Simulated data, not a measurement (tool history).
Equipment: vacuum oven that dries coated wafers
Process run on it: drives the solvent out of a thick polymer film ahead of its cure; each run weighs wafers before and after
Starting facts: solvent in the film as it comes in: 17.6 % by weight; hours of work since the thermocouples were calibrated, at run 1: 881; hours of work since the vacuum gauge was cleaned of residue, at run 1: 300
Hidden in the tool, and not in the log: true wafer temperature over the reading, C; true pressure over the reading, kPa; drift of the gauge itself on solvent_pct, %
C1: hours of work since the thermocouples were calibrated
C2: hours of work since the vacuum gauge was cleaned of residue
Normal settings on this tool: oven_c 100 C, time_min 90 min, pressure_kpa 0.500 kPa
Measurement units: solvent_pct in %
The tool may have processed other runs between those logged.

{"run": 1, "day": 0.0, "oven_c": 100, "time_min": 90, "pressure_kpa": 0.5, "C1": 881, "C2": 300, "solvent_pct": 1.86}
{"run": 2, "day": 0.608, "oven_c": 100, "time_min": 74, "pressure_kpa": 0.5, "C1": 889, "C2": 308, "solvent_pct": 2.58}
{"run": 3, "day": 1.292, "oven_c": 100, "time_min": 74, "pressure_kpa": 0.5, "C1": 897, "C2": 316, "solvent_pct": 2.56}
{"run": 4, "day": 1.996, "oven_c": 100, "time_min": 90, "pressure_kpa": 0.5, "C1": 906, "C2": 325, "solvent_pct": 1.83}
{"run": 5, "day": 2.354, "oven_c": 100, "time_min": 90, "pressure_kpa": 0.5, "C1": 911, "C2": 330, "solvent_pct": 1.86}
{"run": 6, "day": 2.692, "oven_c": 91, "time_min": 90, "pressure_kpa": 0.5, "C1": 915, "C2": 334, "solvent_pct": 3.9}
{"run": 7, "day": 3.046, "oven_c": 91, "time_min": 90, "pressure_kpa": 0.5, "C1": 920, "C2": 339, "solvent_pct": 3.9}
{"run": 8, "day": 3.633, "oven_c": 91, "time_min": 124, "pressure_kpa": 0.5, "C1": 927, "C2": 346, "solvent_pct": 2.51}
{"run": 9, "day": 4.225, "oven_c": 91, "time_min": 124, "pressure_kpa": 0.5, "C1": 935, "C2": 354, "solvent_pct": 2.5}
{"day": 4.358, "done": "vacuum gauge cleaned of residue and calibrated"}
{"run": 10, "day": 4.988, "oven_c": 91, "time_min": 124, "pressure_kpa": 0.5, "C1": 944, "C2": 8, "solvent_pct": 2.53}
{"run": 11, "day": 5.588, "oven_c": 100, "time_min": 90, "pressure_kpa": 0.944, "C1": 951, "C2": 16, "solvent_pct": 2.14}
{"run": 12, "day": 5.992, "oven_c": 100, "time_min": 90, "pressure_kpa": 0.944, "C1": 956, "C2": 21, "solvent_pct": 2.16}
{"run": 13, "day": 6.767, "oven_c": 100, "time_min": 90, "pressure_kpa": 0.944, "C1": 966, "C2": 31, "solvent_pct": 2.14}
{"run": 14, "day": 7.458, "oven_c": 100, "time_min": 90, "pressure_kpa": 0.944, "C1": 975, "C2": 39, "solvent_pct": 2.11}
{"run": 15, "day": 7.962, "oven_c": 100, "time_min": 90, "pressure_kpa": 0.944, "C1": 981, "C2": 46, "solvent_pct": 2.17}
{"day": 8.079, "done": "vacuum gauge cleaned of residue and calibrated, once more"}
{"run": 16, "day": 8.6, "oven_c": 100, "time_min": 90, "pressure_kpa": 0.944, "C1": 989, "C2": 7, "solvent_pct": 2.03}
{"run": 17, "day": 9.017, "oven_c": 100, "time_min": 90, "pressure_kpa": 1.096, "C1": 994, "C2": 12, "solvent_pct": 2.16}
{"run": 18, "day": 9.729, "oven_c": 93, "time_min": 77, "pressure_kpa": 0.524, "C1": 1003, "C2": 21, "solvent_pct": 3.99}
{"run": 19, "day": 10.138, "oven_c": 107, "time_min": 90, "pressure_kpa": 1.997, "C1": 1008, "C2": 26, "solvent_pct": 1.59}
{"run": 20, "day": 10.717, "oven_c": 100, "time_min": 80, "pressure_kpa": 0.5, "C1": 1016, "C2": 33, "solvent_pct": 2.23}
{"run": 21, "day": 11.454, "oven_c": 100, "time_min": 80, "pressure_kpa": 0.5, "C1": 1025, "C2": 43, "solvent_pct": 2.18}
{"run": 22, "day": 11.821, "oven_c": 100, "time_min": 54, "pressure_kpa": 0.688, "C1": 1030, "C2": 47, "solvent_pct": 4.01}
{"run": 23, "day": 12.546, "oven_c": 110, "time_min": 87, "pressure_kpa": 1.39, "C1": 1039, "C2": 57, "solvent_pct": 1.08}
{"run": 24, "day": 13.083, "oven_c": 99, "time_min": 90, "pressure_kpa": 1.357, "C1": 1046, "C2": 64, "solvent_pct": 2.51}
{"run": 25, "day": 13.675, "oven_c": 106, "time_min": 56, "pressure_kpa": 1.444, "C1": 1053, "C2": 71, "solvent_pct": 2.81}
{"run": 26, "day": 14.075, "oven_c": 100, "time_min": 56, "pressure_kpa": 0.278, "C1": 1058, "C2": 76, "solvent_pct": 3.61}
{"run": 27, "day": 14.742, "oven_c": 107, "time_min": 102, "pressure_kpa": 0.5, "C1": 1067, "C2": 85, "solvent_pct": 0.65}
{"run": 28, "day": 15.317, "oven_c": 107, "time_min": 102, "pressure_kpa": 0.5, "C1": 1074, "C2": 92, "solvent_pct": 0.65}
{"run": 29, "day": 15.962, "oven_c": 100, "time_min": 66, "pressure_kpa": 0.5, "C1": 1082, "C2": 100, "solvent_pct": 2.93}
{"run": 30, "day": 16.292, "oven_c": 100, "time_min": 146, "pressure_kpa": 0.635, "C1": 1086, "C2": 104, "solvent_pct": 0.78}
{"run": 31, "day": 16.962, "oven_c": 111, "time_min": 137, "pressure_kpa": 1.06, "C1": 1095, "C2": 113, "solvent_pct": 0.55}
{"run": 32, "day": 17.321, "oven_c": 100, "time_min": 90, "pressure_kpa": 0.823, "C1": 1099, "C2": 117, "solvent_pct": 1.97}

Pick out some run-to-run changes in solvent_pct. Of each, how much would a tool without hidden state show as well, from the settings, what came in and chance, and how much is left for the hidden state and any gauge scatter not in both results compared?
Run 18 -> 19: oven_c 93 -> 107, time_min 77 -> 90, pressure_kpa 0.524 -> 1.997. solvent_pct -2.40 %: hidden state +0.20, all else -2.60.
Run 22 -> 23: oven_c 100 -> 110, time_min 54 -> 87, pressure_kpa 0.688 -> 1.390. solvent_pct -2.93 %: hidden state +0.23, all else -3.16.
Run 26 -> 27: oven_c 100 -> 107, time_min 56 -> 102, pressure_kpa 0.278 -> 0.500. solvent_pct -2.96 %: hidden state +0.25, all else -3.21.
Run 31 -> 32: oven_c 111 -> 100, time_min 137 -> 90, pressure_kpa 1.060 -> 0.823. solvent_pct +1.42 %: hidden state -0.23, all else +1.65.

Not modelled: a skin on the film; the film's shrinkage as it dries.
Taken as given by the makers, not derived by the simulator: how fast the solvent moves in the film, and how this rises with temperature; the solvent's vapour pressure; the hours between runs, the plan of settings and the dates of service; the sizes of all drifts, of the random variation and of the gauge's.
